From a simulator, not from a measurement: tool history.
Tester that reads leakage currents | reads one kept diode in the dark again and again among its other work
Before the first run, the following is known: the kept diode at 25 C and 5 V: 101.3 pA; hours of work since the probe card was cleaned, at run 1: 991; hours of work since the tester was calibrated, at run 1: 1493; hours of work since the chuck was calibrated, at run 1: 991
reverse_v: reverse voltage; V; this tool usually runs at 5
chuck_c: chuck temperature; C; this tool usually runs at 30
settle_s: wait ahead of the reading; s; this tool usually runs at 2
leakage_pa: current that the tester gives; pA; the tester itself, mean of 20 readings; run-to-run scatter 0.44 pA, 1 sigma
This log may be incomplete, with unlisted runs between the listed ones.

run	day	reverse_v	chuck_c	settle_s	hours of work since the probe card was cleaned	hours of work since the tester was calibrated	hours of work since the chuck was calibrated	leakage_pa
1	0	5	30	2	991	1493	991	152.4
# day 4.825: probe card cleaned and baked
2	6.671	5	30	2	35	1618	1116	150.81
3	12.783	5	30	2	152	1735	1233	151.81
4	18.033	5	30	2	252	1835	1334	152.15
5	24.3	5	30	2.42	372	1955	1453	154.17
6	27.642	5	30	2.42	436	2019	1517	153.23
7	33.733	5	30	2	552	2135	1634	153.97
8	38.217	5	30	2	638	2221	1719	155.07
9	44.629	5	30	2	761	2344	1842	156.48
10	49.538	5.12	30	2	854	2437	1936	159.47
11	54.608	5	23	2	951	2534	2032	96.6
# day 59.35: chuck's temperature calibrated
12	61.192	10.85	24	0.91	1076	2659	35	151.89
# day 62.021: probe card cleaned and baked
13	66.142	10.85	24	0.91	79	2751	127	147.63
14	70.05	3.7	44	2.99	153	2825	202	320.06
15	75.433	8.25	32	2.72	256	2928	305	224.34
16	79.529	8.25	32	2.72	335	3007	383	226.34
17	84.008	8.25	32	2.72	420	3092	469	227.58
18	90.6	8.25	32	2.72	546	3218	595	228.22
19	94.508	8.25	32	2.72	621	3293	669	227.34
20	97.875	17.97	25	7.99	685	3357	734	217.21

Difference, measured minus no-hidden-state, one row per run. Run-to-run variation is common to both terms; the gauge's own scatter need not be:
Hidden conditions of the tool in this case: stray current of the dirty probe card, pA a volt; current scale over the true one, %; true chuck temperature over the reading, C; drift of the gauge itself on leakage_pa, %.
run	leakage_pa
1	+8.02
2	+6.3
3	+7.12
4	+7.84
5	+8.71
6	+9.08
7	+9.87
8	+10.54
9	+11.41
10	+12.28
11	+8.88
12	+8.05
13	+3.02
14	+6.53
15	+6.09
16	+6.97
17	+7.89
18	+9.17
19	+9.84
20	+13.45
